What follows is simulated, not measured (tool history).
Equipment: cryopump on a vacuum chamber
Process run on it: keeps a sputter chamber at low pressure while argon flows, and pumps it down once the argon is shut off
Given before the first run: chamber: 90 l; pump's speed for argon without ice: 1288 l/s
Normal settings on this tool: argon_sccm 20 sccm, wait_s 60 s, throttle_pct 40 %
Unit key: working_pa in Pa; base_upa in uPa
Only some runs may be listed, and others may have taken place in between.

run 1 hour=0 | argon_sccm=20 wait_s=60 throttle_pct=40 | working_pa=0.0711 base_upa=2
run 2 hour=14.2 | argon_sccm=20 wait_s=60 throttle_pct=37 | working_pa=0.0761 base_upa=1.96
run 3 hour=24.4 | argon_sccm=25 wait_s=60 throttle_pct=40 | working_pa=0.0904 base_upa=2.03
run 4 hour=39.8 | argon_sccm=25 wait_s=60 throttle_pct=28 | working_pa=0.1252 base_upa=2.09
run 5 hour=48 | argon_sccm=25 wait_s=60 throttle_pct=28 | working_pa=0.1265 base_upa=2.04
run 6 hour=59.7 | argon_sccm=17 wait_s=60 throttle_pct=40 | working_pa=0.0622 base_upa=2.09
run 7 hour=66.9 | argon_sccm=20 wait_s=60 throttle_pct=40 | working_pa=0.0728 base_upa=2.09
run 8 hour=73.8 | argon_sccm=20 wait_s=60 throttle_pct=40 | working_pa=0.0736 base_upa=2.12
run 9 hour=80.7 | argon_sccm=20 wait_s=60 throttle_pct=40 | working_pa=0.0737 base_upa=2.12
run 10 hour=93.1 | argon_sccm=20 wait_s=60 throttle_pct=40 | working_pa=0.0741 base_upa=2.15
run 11 hour=102.7 | argon_sccm=20 wait_s=30 throttle_pct=40 | working_pa=0.0744 base_upa=3
run 12 hour=113.9 | argon_sccm=20 wait_s=30 throttle_pct=40 | working_pa=0.0739 base_upa=3.01
run 13 hour=123.3 | argon_sccm=20 wait_s=30 throttle_pct=40 | working_pa=0.0741 base_upa=3.03
run 14 hour=131.6 | argon_sccm=19 wait_s=60 throttle_pct=40 | working_pa=0.0711 base_upa=2.13
run 15 hour=145.4 | argon_sccm=20 wait_s=60 throttle_pct=40 | working_pa=0.0741 base_upa=2.17
run 16 hour=159.3 | argon_sccm=20 wait_s=60 throttle_pct=40 | working_pa=0.0746 base_upa=2.2
run 17 hour=168.7 | argon_sccm=17 wait_s=60 throttle_pct=40 | working_pa=0.0642 base_upa=2.21
run 18 hour=179.4 | argon_sccm=17 wait_s=60 throttle_pct=40 | working_pa=0.0648 base_upa=2.31
run 19 hour=191.3 | argon_sccm=18 wait_s=45 throttle_pct=40 | working_pa=0.0685 base_upa=2.57
run 20 hour=204.4 | argon_sccm=20 wait_s=122 throttle_pct=32 | working_pa=0.0925 base_upa=1.81
run 21 hour=219.9 | argon_sccm=16 wait_s=85 throttle_pct=51 | working_pa=0.0506 base_upa=2.04
run 22 hour=234.1 | argon_sccm=20 wait_s=70 throttle_pct=29 | working_pa=0.1022 base_upa=2.25
run 23 hour=240.7 | argon_sccm=15 wait_s=136 throttle_pct=28 | working_pa=0.0785 base_upa=1.83
run 24 hour=254 | argon_sccm=15 wait_s=136 throttle_pct=28 | working_pa=0.0792 base_upa=1.78
-- hour=265.6 pump warmed up, emptied and cooled again
run 25 hour=270.9 | argon_sccm=20 wait_s=134 throttle_pct=24 | working_pa=0.1097 base_upa=1.45
run 26 hour=280.8 | argon_sccm=20 wait_s=29 throttle_pct=16 | working_pa=0.1646 base_upa=2.83
run 27 hour=288.2 | argon_sccm=29 wait_s=54 throttle_pct=16 | working_pa=0.2366 base_upa=2.04
run 28 hour=298.1 | argon_sccm=29 wait_s=54 throttle_pct=16 | working_pa=0.24 base_upa=2.01
run 29 hour=308.2 | argon_sccm=17 wait_s=60 throttle_pct=44 | working_pa=0.0523 base_upa=1.94
run 30 hour=319.1 | argon_sccm=17 wait_s=60 throttle_pct=44 | working_pa=0.0517 base_upa=1.99
run 31 hour=334.6 | argon_sccm=15 wait_s=183 throttle_pct=40 | working_pa=0.0499 base_upa=1.43
run 32 hour=342.3 | argon_sccm=17 wait_s=50 throttle_pct=40 | working_pa=0.0571 base_upa=2.18
run 33 hour=355 | argon_sccm=17 wait_s=181 throttle_pct=40 | working_pa=0.0567 base_upa=1.38
run 34 hour=362.9 | argon_sccm=17 wait_s=76 throttle_pct=17 | working_pa=0.1332 base_upa=1.8

Pick out some run-to-run changes in working_pa. Of each, how much would a tool without hidden state show as well, from the settings, what came in and chance, and how much is left for the hidden state and any gauge scatter not in both results compared?
The tool's hidden condition here consists of: pump's speed, % of a pump's without ice; cold plate's temperature, K; leak into the chamber, uPa l/s; drift of the gauge itself on working_pa, %; drift of the gauge itself on base_upa, %.
Run 5 -> 6: argon_sccm 25 -> 17, throttle_pct 28 -> 40. working_pa -0.0643 Pa: hidden state -0.0027, all else -0.0616.
Run 22 -> 23: argon_sccm 20 -> 15, wait_s 70 -> 136, throttle_pct 29 -> 28. working_pa -0.0237 Pa: hidden state -0.0026, all else -0.0211.
Run 24 -> 25: argon_sccm 15 -> 20, wait_s 136 -> 134, throttle_pct 28 -> 24, pump warmed up, emptied and cooled again. working_pa +0.0305 Pa: hidden state -0.008, all else +0.0385.
Run 26 -> 27: argon_sccm 20 -> 29, wait_s 29 -> 54. working_pa +0.072 Pa: hidden state +0.0004, all else +0.0716.
Run 28 -> 29: argon_sccm 29 -> 17, wait_s 54 -> 60, throttle_pct 16 -> 44. working_pa -0.1877 Pa: hidden state -0.0005, all else -0.1872.
Run 33 -> 34: wait_s 181 -> 76, throttle_pct 40 -> 17. working_pa +0.0765 Pa: hidden state +0, all else +0.0765.

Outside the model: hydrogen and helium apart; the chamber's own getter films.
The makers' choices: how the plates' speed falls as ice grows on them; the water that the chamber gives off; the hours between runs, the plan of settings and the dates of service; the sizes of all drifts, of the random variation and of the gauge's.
